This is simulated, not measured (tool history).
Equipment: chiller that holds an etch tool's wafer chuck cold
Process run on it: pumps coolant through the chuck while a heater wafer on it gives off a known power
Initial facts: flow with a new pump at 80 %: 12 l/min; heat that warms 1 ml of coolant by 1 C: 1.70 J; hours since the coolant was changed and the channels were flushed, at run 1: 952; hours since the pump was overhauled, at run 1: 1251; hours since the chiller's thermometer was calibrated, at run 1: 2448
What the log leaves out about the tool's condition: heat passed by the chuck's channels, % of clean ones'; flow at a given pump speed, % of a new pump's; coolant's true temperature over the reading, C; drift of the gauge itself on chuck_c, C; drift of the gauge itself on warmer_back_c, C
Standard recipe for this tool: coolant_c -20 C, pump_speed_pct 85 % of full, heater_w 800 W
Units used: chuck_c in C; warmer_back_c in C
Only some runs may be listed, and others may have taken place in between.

| run | day | coolant_c | pump_speed_pct | heater_w | hours since the coolant was changed and the channels were flushed | hours since the pump was overhauled | hours since the chiller's thermometer was calibrated | chuck_c | warmer_back_c |
|---|---|---|---|---|---|---|---|---|---|
| 1 | 0 | -20 | 85 | 800 | 952 | 1251 | 2448 | -14.7 | 2.21 |
| 2 | 1.767 | -20 | 85 | 800 | 995 | 1294 | 2490 | -14.9 | 2.23 |
| 3 | 3.288 | -20 | 85 | 800 | 1031 | 1330 | 2527 | -14.8 | 2.25 |
| 4 | 4.188 | -20 | 85 | 741 | 1053 | 1352 | 2548 | -15.3 | 2.12 |
| 5 | 5.9 | -20 | 85 | 800 | 1094 | 1393 | 2589 | -14.8 | 2.26 |
| 6 | 7.708 | -20 | 85 | 800 | 1137 | 1436 | 2633 | -14.8 | 2.29 |
| 7 | 8.746 | -20 | 85 | 800 | 1162 | 1461 | 2658 | -14.9 | 2.26 |
| 8 | 10.488 | -20 | 85 | 800 | 1204 | 1503 | 2699 | -14.9 | 2.27 |
| 9 | 12.021 | -20 | 85 | 800 | 1241 | 1540 | 2736 | -14.8 | 2.27 |
| 10 | 13.246 | -20 | 85 | 800 | 1270 | 1569 | 2766 | -14.7 | 2.31 |
| 11 | 14.458 | -20 | 85 | 800 | 1299 | 1598 | 2795 | -14.8 | 2.26 |
| 12 | 15.225 | -20 | 85 | 446 | 1318 | 1617 | 2813 | -17.1 | 1.38 |
| 13 | 16.688 | -20 | 85 | 446 | 1353 | 1652 | 2848 | -17.1 | 1.32 |
| 14 | 18 | -20 | 85 | 498 | 1384 | 1683 | 2880 | -16.6 | 1.49 |
| 15 | 19.583 | -16 | 92 | 800 | 1422 | 1721 | 2918 | -11.1 | 2.15 |
| 16 | 20.825 | -21 | 92 | 613 | 1452 | 1751 | 2948 | -17.1 | 1.68 |
| 17 | 22.592 | -21 | 92 | 613 | 1495 | 1794 | 2990 | -17.1 | 1.72 |
| 18 | 24.121 | -20 | 85 | 1152 | 1531 | 1830 | 3027 | -12.7 | 3.37 |
| 19 | 24.9 | -20 | 74 | 1152 | 1550 | 1849 | 3045 | -11.9 | 3.85 |
| 20 | 25.871 | -20 | 74 | 1152 | 1573 | 1872 | 3069 | -11.8 | 3.88 |
| 21 | 26.717 | -21 | 74 | 1152 | 1594 | 1893 | 3089 | -13 | 3.89 |
| 22 | 28.204 | -24 | 65 | 800 | 1629 | 1928 | 3125 | -17.8 | 3.1 |
| 23 | 29.638 | -24 | 65 | 800 | 1664 | 1963 | 3159 | -17.9 | 3.14 |
| 24 | 30.721 | -25 | 86 | 599 | 1690 | 1989 | 3185 | -21.2 | 1.86 |
| 25 | 32.288 | -25 | 71 | 490 | 1727 | 2026 | 3223 | -21.5 | 1.87 |

Branching from run 25: 3 alternative next runs. What would each branch give?
| A | 34.046 | -22 | 66 | 751 | 1769 | 2068 | 3265 | ? | ? |
| B | 34.046 | -20 | 85 | 1130 | 1769 | 2068 | 3265 | ? | ? |
| C | 34.046 | -18 | 85 | 695 | 1769 | 2068 | 3265 | ? | ? |

| run | chuck_c | warmer_back_c |
|---|---|---|
| A | -16.5 | 2.97 |
| B | -12.7 | 3.42 |
| C | -13.5 | 2.18 |
Stripped of hidden state, with their random variation kept, the same runs would have yielded:
| run | chuck_c | warmer_back_c |
|---|---|---|
| A | -16.5 | 2.73 |
| B | -12.8 | 3.17 |
| C | -13.6 | 1.95 |
